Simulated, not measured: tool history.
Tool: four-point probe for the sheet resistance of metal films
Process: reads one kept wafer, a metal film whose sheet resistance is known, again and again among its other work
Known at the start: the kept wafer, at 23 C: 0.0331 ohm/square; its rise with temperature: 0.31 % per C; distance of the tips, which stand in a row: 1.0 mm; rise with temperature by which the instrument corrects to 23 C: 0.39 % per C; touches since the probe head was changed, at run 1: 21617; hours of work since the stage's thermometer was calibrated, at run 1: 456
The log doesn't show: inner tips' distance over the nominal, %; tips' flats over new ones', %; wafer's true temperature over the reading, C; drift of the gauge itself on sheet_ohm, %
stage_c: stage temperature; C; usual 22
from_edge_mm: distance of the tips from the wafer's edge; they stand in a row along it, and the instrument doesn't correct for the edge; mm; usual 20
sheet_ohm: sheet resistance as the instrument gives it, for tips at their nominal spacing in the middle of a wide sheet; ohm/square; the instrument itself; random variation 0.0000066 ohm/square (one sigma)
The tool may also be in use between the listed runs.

| run | hour | stage_c | from_edge_mm | touches since the probe head was changed | hours of work since the stage's thermometer was calibrated | sheet_ohm |
|---|---|---|---|---|---|---|
| 1 | 0.0 | 22 | 20 | 21617 | 456 | 0.033180 |
| 2 | 16.1 | 22 | 20 | 22492 | 468 | 0.033153 |
| 3 | 39.0 | 22 | 20 | 23733 | 483 | 0.033179 |
| 4 | 56.2 | 22 | 20 | 24663 | 495 | 0.033181 |
| 5 | 71.8 | 22 | 20 | 25507 | 506 | 0.033166 |
| 6 | 82.9 | 22 | 20 | 26113 | 513 | 0.033177 |
| 7 | 102.5 | 22 | 20 | 27174 | 527 | 0.033160 |
| 8 | 125.7 | 33 | 4 | 28430 | 543 | 0.033927 |
| 9 | 146.1 | 18 | 4 | 29536 | 557 | 0.034317 |
| 10 | 169.0 | 18 | 4 | 30776 | 573 | 0.034311 |
| 11 | 182.2 | 18 | 4 | 31493 | 582 | 0.034320 |
| 12 | 198.8 | 22 | 15 | 32395 | 593 | 0.033195 |
| 13 | 219.7 | 20 | 10 | 33526 | 607 | 0.033355 |
| 14 | 232.8 | 20 | 13 | 34234 | 616 | 0.033276 |

5 ways to go on from here, each from the tool as it stands after run 14. What would each give?
| A | 250.1 | 20 | 3 | 35176 | 628 | ? |
| B | 250.1 | 33 | 20 | 35176 | 628 | ? |
| C | 250.1 | 20 | 5 | 35176 | 628 | ? |
| D | 250.1 | 19 | 29 | 35176 | 628 | ? |
| E | 250.1 | 31 | 20 | 35176 | 628 | ? |

| run | sheet_ohm |
|---|---|
| A | 0.035048 |
| B | 0.032910 |
| C | 0.033884 |
| D | 0.033222 |
| E | 0.032948 |
Without the tool's hidden state the same runs would have given:
| run | sheet_ohm |
|---|---|
| A | 0.035047 |
| B | 0.032909 |
| C | 0.033883 |
| D | 0.033221 |
| E | 0.032947 |
